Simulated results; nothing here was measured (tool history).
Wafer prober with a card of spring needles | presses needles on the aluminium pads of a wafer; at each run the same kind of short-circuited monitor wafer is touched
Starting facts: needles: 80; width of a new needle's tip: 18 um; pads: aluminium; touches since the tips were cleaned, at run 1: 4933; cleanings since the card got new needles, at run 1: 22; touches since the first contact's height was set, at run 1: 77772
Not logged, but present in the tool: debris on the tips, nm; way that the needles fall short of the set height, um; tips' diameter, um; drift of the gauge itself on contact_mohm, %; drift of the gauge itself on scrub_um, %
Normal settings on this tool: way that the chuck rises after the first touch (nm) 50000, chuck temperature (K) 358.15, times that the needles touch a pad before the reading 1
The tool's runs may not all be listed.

run,hour,way that the chuck rises after the first touch (nm),chuck temperature (K),times that the needles touch a pad before the reading,touches since the tips were cleaned,cleanings since the card got new needles,touches since the first contact's height was set,resistance of one needle with its contact and lead (mohm),way that a needle slides on the pad (nm)
1,0,50000,358.15,1,4933,22,77772,289,10200
# hour 12.4: tips cleaned on abrasive film
2,12.4,50000,358.15,2,0,23,80790,279,10160
3,33.7,50000,358.15,1,5230,23,86020,306,10140
# hour 45.2: tips cleaned on abrasive film
4,55,50000,358.15,2,2398,24,91231,231,10140
5,67.9,50000,313.15,2,5566,24,94399,243,10140
# hour 78.1: tips cleaned on abrasive film
6,85.9,50000,313.15,2,1908,25,98801,221,10110
7,106.5,50000,313.15,2,6957,25,103850,247,10130
# hour 110.9: tips cleaned on abrasive film
8,120.1,50000,313.15,2,2263,26,107172,224,10120
# hour 134.1: tips cleaned on abrasive film, once more
9,138.4,50000,313.15,2,1063,27,111655,199,10110
10,160.4,50000,313.15,2,6457,27,117049,244,10130
# hour 166.3: tips cleaned on abrasive film
11,176.2,50000,358.15,1,2414,28,120895,273,10090
12,192.7,50000,358.15,1,6479,28,124960,301,10090
# hour 199.1: tips cleaned on abrasive film
13,206.9,50000,358.15,1,1935,29,128432,266,10100
14,222.9,50000,358.15,1,5858,29,132355,305,10080
# hour 225.3: height of the first contact set anew
# hour 232.2: tips cleaned on abrasive film
15,243.7,50000,358.15,1,2805,30,4492,281,10300
16,256,50000,358.15,1,5835,30,7522,302,10320
# hour 265.1: tips cleaned on abrasive film
17,270.6,50000,358.15,1,1356,31,11083,248,10290
18,280.6,37000,313.15,1,3810,31,13537,393,7610
19,295.5,44000,361.15,1,7482,31,17209,342,9040
# hour 297.4: tips cleaned on abrasive film
20,310.1,44000,361.15,1,3123,32,20768,311,9030
# hour 329.8: tips cleaned on abrasive film
21,332.5,50000,312.15,2,657,33,26241,188,10260
22,345.8,31000,320.15,2,3932,33,29516,364,6350
# hour 362.2: tips cleaned on abrasive film
23,363.6,31000,320.15,2,345,34,33865,217,6330
24,384.6,39000,320.15,1,5488,34,39008,385,7980
# hour 394.8: tips cleaned on abrasive film
25,397.7,39000,303.15,2,708,35,42208,222,7970
26,414.8,55000,313.15,2,4896,35,46396,229,11250
# hour 427: tips cleaned on abrasive film
27,432.5,55000,313.15,2,1361,36,50741,202,11260
28,449.3,55000,344.15,2,5475,36,54855,228,11260
# hour 459.8: tips cleaned on abrasive film
29,467.3,50000,398.15,1,1855,37,59253,264,10210
30,488.6,32000,398.15,1,7081,37,64479,488,6500
# hour 492.7: tips cleaned on abrasive film
31,501.4,36000,312.15,2,2138,38,67613,290,7310
32,518,50000,342.15,3,6212,38,71687,213,10200
# hour 526: tips cleaned on abrasive film
33,533.3,36000,318.15,3,1790,39,75414,232,7280
34,548.8,33000,358.15,1,5591,39,79215,472,6680

Each run again, without the hidden state but with its own random variation kept:
run,resistance of one needle with its contact and lead (mohm),way that a needle slides on the pad (nm)
1,167,10330
2,165,10320
3,165,10310
4,166,10310
5,156,10310
6,158,10300
7,157,10320
8,156,10320
9,156,10320
10,155,10340
11,165,10320
12,163,10320
13,164,10340
14,165,10320
15,165,10320
16,167,10340
17,167,10320
18,161,7640
19,169,9070
20,169,9070
21,157,10320
22,167,6410
23,166,6400
24,161,8050
25,158,8040
26,155,11330
27,156,11360
28,159,11350
29,174,10320
30,185,6600
31,163,7420
32,161,10320
33,165,7420
34,174,6810

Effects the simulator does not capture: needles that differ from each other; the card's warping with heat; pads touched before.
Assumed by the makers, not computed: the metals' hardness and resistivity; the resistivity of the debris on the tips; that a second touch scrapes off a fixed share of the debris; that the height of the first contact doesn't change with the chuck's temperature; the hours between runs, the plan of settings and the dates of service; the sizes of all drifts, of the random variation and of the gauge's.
